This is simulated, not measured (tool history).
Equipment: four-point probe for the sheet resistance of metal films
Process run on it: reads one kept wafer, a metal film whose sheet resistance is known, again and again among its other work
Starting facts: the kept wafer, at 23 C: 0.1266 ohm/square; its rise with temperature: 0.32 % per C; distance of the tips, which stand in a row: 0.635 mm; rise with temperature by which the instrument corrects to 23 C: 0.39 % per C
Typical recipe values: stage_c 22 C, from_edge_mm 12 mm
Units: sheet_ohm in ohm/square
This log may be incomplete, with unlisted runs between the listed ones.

run	hour	stage_c	from_edge_mm	sheet_ohm
1	0.0	22	12	0.127854
# hour 29.3: new probe head fitted
2	80.4	22	12	0.126207
3	157.8	22	23	0.126093
4	195.7	22	23	0.126118
5	231.9	22	12	0.126246
6	301.0	22	12	0.126278
7	380.3	22	12	0.126331
8	431.6	23	12	0.126301
9	508.0	22	12	0.126435
10	575.9	22	12	0.126407
11	623.0	22	12	0.126468
12	682.6	22	12	0.126484
13	747.8	30	12	0.125871
14	802.1	30	12	0.125913
15	880.2	30	12	0.125960
16	929.2	22	12	0.126644
17	965.1	22	12	0.126660
18	1004.4	31	64	0.125722
19	1081.8	30	4	0.127577
20	1143.1	30	4	0.127577
21	1204.2	21	11	0.126949
22	1251.2	32	23	0.125824
23	1290.7	32	23	0.125833
24	1361.2	23	14	0.126761
25	1404.6	23	14	0.126765
26	1457.7	25	6	0.127224
27	1524.2	24	35	0.126602
28	1574.6	23	4	0.128431
29	1619.3	23	4	0.128434
30	1696.3	23	4	0.128460
31	1779.6	26	3	0.129549
32	1848.3	25	14	0.126823
33	1888.3	22	3	0.129866
34	1958.5	21	14	0.127183

Each run again, without the hidden state but with its own random variation kept:
The tool's hidden condition here consists of: inner tips' distance over the nominal, %; tips' flats over new ones', %; wafer's true temperature over the reading, C; drift of the gauge itself on sheet_ohm, %.
run	sheet_ohm
1	0.126806
2	0.126901
3	0.126746
4	0.126750
5	0.126859
6	0.126854
7	0.126864
8	0.126805
9	0.126900
10	0.126836
11	0.126871
12	0.126855
13	0.126209
14	0.126224
15	0.126231
16	0.126886
17	0.126883
18	0.125927
19	0.127744
20	0.127711
21	0.127046
22	0.125900
23	0.125889
24	0.126777
25	0.126759
26	0.127190
27	0.126533
28	0.128333
29	0.128312
30	0.128298
31	0.129342
32	0.126582
33	0.129595
34	0.126875
